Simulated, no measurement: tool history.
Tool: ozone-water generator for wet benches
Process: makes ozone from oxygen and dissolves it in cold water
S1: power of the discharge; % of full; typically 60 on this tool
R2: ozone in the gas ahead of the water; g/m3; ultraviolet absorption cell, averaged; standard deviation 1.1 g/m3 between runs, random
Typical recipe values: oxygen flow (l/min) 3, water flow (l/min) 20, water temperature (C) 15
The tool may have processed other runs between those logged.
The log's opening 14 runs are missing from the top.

run 15 hour=907.6 | S1=46 oxygen_flow_(l/min)=3 water_flow_(l/min)=20 water_temperature_(C)=15 | dissolved_ozone_(ppm)=10.3 R2=162.1
run 16 hour=975.6 | S1=60 oxygen_flow_(l/min)=3 water_flow_(l/min)=20 water_temperature_(C)=15 | dissolved_ozone_(ppm)=12.6 R2=195.8
run 17 hour=1072.8 | S1=60 oxygen_flow_(l/min)=3 water_flow_(l/min)=20 water_temperature_(C)=15 | dissolved_ozone_(ppm)=12.7 R2=194.9
run 18 hour=1166 | S1=91 oxygen_flow_(l/min)=4.55 water_flow_(l/min)=13 water_temperature_(C)=8 | dissolved_ozone_(ppm)=27.1 R2=202.7
run 19 hour=1234 | S1=46 oxygen_flow_(l/min)=5.28 water_flow_(l/min)=31 water_temperature_(C)=22 | dissolved_ozone_(ppm)=6.3 R2=111.4
-- hour=1242.8 water thermometer calibrated
run 20 hour=1330 | S1=46 oxygen_flow_(l/min)=5.28 water_flow_(l/min)=31 water_temperature_(C)=22 | dissolved_ozone_(ppm)=6.3 R2=110.2
run 21 hour=1417.2 | S1=77 oxygen_flow_(l/min)=3 water_flow_(l/min)=20 water_temperature_(C)=15 | dissolved_ozone_(ppm)=15.1 R2=234.2
run 22 hour=1480.5 | S1=45 oxygen_flow_(l/min)=3.32 water_flow_(l/min)=14 water_temperature_(C)=13 | dissolved_ozone_(ppm)=14.2 R2=146.7
run 23 hour=1552.9 | S1=41 oxygen_flow_(l/min)=2.05 water_flow_(l/min)=15 water_temperature_(C)=15 | dissolved_ozone_(ppm)=12.1 R2=187.2
run 24 hour=1612.9 | S1=41 oxygen_flow_(l/min)=1.58 water_flow_(l/min)=26 water_temperature_(C)=18 | dissolved_ozone_(ppm)=6.6 R2=222.3
run 25 hour=1656 | S1=60 oxygen_flow_(l/min)=3.21 water_flow_(l/min)=20 water_temperature_(C)=8 | dissolved_ozone_(ppm)=13.2 R2=186.1

Predict the results of run 26:
-- hour=1688.4 water thermometer calibrated, once more
run 26 hour=1716 | S1=60 oxygen_flow_(l/min)=3.21 water_flow_(l/min)=20 water_temperature_(C)=8 | dissolved_ozone_(ppm)=? R2=?

{"run 26": {"dissolved ozone (ppm)": 13.3, "R2": 183.4}}
Without the tool's hidden state the same run would have given dissolved ozone (ppm) 14.1, R2 191.4 g/m3.
